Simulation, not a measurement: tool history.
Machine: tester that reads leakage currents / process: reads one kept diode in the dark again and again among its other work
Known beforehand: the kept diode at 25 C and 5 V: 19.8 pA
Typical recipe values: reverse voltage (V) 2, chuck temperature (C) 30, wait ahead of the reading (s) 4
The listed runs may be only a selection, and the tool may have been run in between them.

| run | hour | reverse voltage (V) | chuck temperature (C) | wait ahead of the reading (s) | current that the tester gives (pA) |
|---|---|---|---|---|---|
| 1 | 0 | 2 | 30 | 4 | 22.12 |
| 2 | 78.2 | 2 | 30 | 4 | 22.21 |
| 3 | 119.7 | 2 | 30 | 4 | 22.36 |
| 4 | 194.3 | 2 | 30 | 4 | 22.3 |
| 5 | 242.8 | 2 | 22 | 4 | 12.72 |
| 6 | 310.8 | 1.88 | 22 | 4 | 12.36 |
| 7 | 347 | 1.88 | 22 | 0.69 | 13.06 |
| 8 | 394.7 | 1.88 | 22 | 0.69 | 13.13 |
| 9 | 456.5 | 1.88 | 22 | 0.69 | 12.01 |
| 10 | 538.9 | 1.88 | 22 | 0.69 | 11.99 |
| 11 | 619.2 | 1.88 | 22 | 0.69 | 12.13 |
| 12 | 664.2 | 2 | 30 | 4 | 20.64 |
| 13 | 742 | 2 | 48 | 4 | 70.4 |
| 14 | 800.9 | 2 | 48 | 4 | 70.87 |
| 15 | 845 | 2 | 30 | 4 | 20.76 |
| 16 | 930.7 | 2 | 30 | 4 | 20.94 |
| 17 | 1003.2 | 2 | 30 | 4 | 20.87 |
| 18 | 1088 | 2 | 30 | 4 | 20.9 |
| 19 | 1174.7 | 2 | 30 | 7.44 | 21.13 |
| 20 | 1257.1 | 2 | 37 | 4 | 34.15 |
| 21 | 1322.3 | 8.14 | 37 | 4 | 67.44 |
| 22 | 1410.2 | 8.14 | 37 | 4 | 61.88 |
| 23 | 1496.5 | 8.14 | 37 | 4 | 62.04 |
| 24 | 1539.9 | 7.25 | 39 | 2.91 | 68.54 |
| 25 | 1592.8 | 11.63 | 39 | 2.15 | 84.6 |
| 26 | 1648.6 | 2.65 | 30 | 5.08 | 22.76 |
| 27 | 1693.8 | 2.65 | 30 | 5.08 | 22.66 |
| 28 | 1758.8 | 2 | 52 | 8 | 92.51 |
| 29 | 1809.3 | 7.69 | 52 | 2 | 170.32 |
| 30 | 1865.7 | 1.99 | 21 | 1.48 | 10.44 |
| 31 | 1931 | 1.99 | 21 | 9.73 | 10.12 |
| 32 | 2007.7 | 1.99 | 21 | 0.87 | 10.84 |
| 33 | 2093.4 | 11.4 | 45 | 0.44 | 134.6 |
| 34 | 2172.5 | 1.14 | 50 | 0.32 | 64.62 |
| 35 | 2224.4 | 1.14 | 50 | 0.32 | 65.01 |
| 36 | 2293.8 | 1.14 | 50 | 0.32 | 65.35 |
| 37 | 2340.4 | 2 | 37 | 4 | 33.85 |
| 38 | 2378.6 | 4.21 | 54 | 4 | 148.95 |
| 39 | 2442.4 | 18.47 | 54 | 0.87 | 295.43 |
| 40 | 2493.6 | 18.47 | 54 | 0.87 | 295.53 |
| 41 | 2541.7 | 9.36 | 22 | 1.15 | 25.26 |

Between the runs listed above, the log contained 2 entries, not reproduced here. Where in the sequence does each belong, and how does what the log doesn't record of the tool's condition differ from the listed run before to the listed run after?
After run 8, before run 9: chuck's temperature calibrated (hour 441.5)
  stray current of the dirty probe card, pA a volt: 0.607 -> 0.613; current scale over the true one, %: -0.52 -> -0.54; true chuck temperature over the reading, C: 1.24 -> -0.06
  measured result minus the result with no hidden state, current that the tester gives (pA): +2.08 -> +1
After run 21, before run 22: probe card cleaned and baked (hour 1393.5)
  stray current of the dirty probe card, pA a volt: 0.708 -> 0.024; current scale over the true one, %: -0.8 -> -0.82; true chuck temperature over the reading, C: 0.29 -> 0.33
  measured result minus the result with no hidden state, current that the tester gives (pA): +6.35 -> +0.98
